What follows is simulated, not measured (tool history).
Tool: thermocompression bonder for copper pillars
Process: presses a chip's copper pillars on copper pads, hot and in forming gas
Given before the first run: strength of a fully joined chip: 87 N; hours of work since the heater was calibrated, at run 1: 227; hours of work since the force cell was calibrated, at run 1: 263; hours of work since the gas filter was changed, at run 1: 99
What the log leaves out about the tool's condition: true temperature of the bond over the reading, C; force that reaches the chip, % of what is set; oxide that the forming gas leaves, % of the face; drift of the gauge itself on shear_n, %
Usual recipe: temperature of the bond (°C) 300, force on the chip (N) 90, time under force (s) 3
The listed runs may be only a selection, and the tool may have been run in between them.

run	hour	temperature of the bond (°C)	force on the chip (N)	time under force (s)	hours of work since the heater was calibrated	hours of work since the force cell was calibrated	hours of work since the gas filter was changed	force that shears a chip off (N)
1	0.0	300	90	3	227	263	99	29.0
2	14.3	300	90	3	233	270	106	29.0
3	25.7	300	90	3	239	276	111	27.9
4	49.3	300	96	3	250	287	123	29.2
5	62.6	293	90	3	257	293	129	27.1
6	83.4	293	90	3	267	303	139	26.0
7	94.9	293	90	3	272	309	145	26.4
8	108.7	293	90	6	279	316	151	33.9
# hour 114.2: forming gas filter changed
9	127.6	293	90	6	288	325	7	37.8
10	141.6	293	90	6	295	331	13	37.5
11	161.7	293	90	6	304	341	23	37.9
12	177.8	300	70	3	312	349	31	24.6
13	191.1	300	70	3	319	355	37	22.9
14	210.4	300	70	3	328	365	47	23.0
15	221.5	300	90	3	333	370	52	29.2
16	243.3	300	90	3	344	380	62	29.7
17	264.5	282	78	3	354	391	73	20.9
18	286.7	282	78	2	365	401	83	17.5
19	297.6	282	78	2	370	407	89	17.4
20	310.7	293	90	2	376	413	95	23.6
21	332.8	300	90	3	387	424	106	27.2
22	352.0	300	90	3	396	433	115	27.1
23	362.3	300	90	3	401	438	120	28.1
24	385.7	304	70	7	413	449	131	31.3
25	395.7	304	70	7	418	454	136	32.1
26	411.9	300	70	3	425	462	144	20.7
27	428.9	300	70	3	434	470	152	21.0
# hour 431.9: forming gas filter changed
28	450.2	300	68	5	444	480	9	28.7
29	464.2	311	58	5	450	487	16	26.4
30	477.2	312	110	3	457	493	22	39.5
31	495.5	300	66	8	466	502	31	33.0

Forecast each of these 3 alternatives for the next run:
A	512.7	321	60	3	474	510	39	?
B	512.7	290	76	3	474	510	39	?
C	512.7	300	71	8	474	510	39	?

run	force that shears a chip off (N)
A	24.5
B	23.3
C	34.9
Stripped of hidden state, with their random variation kept, the same runs would have yielded:
run	force that shears a chip off (N)
A	26.6
B	25.4
C	37.9
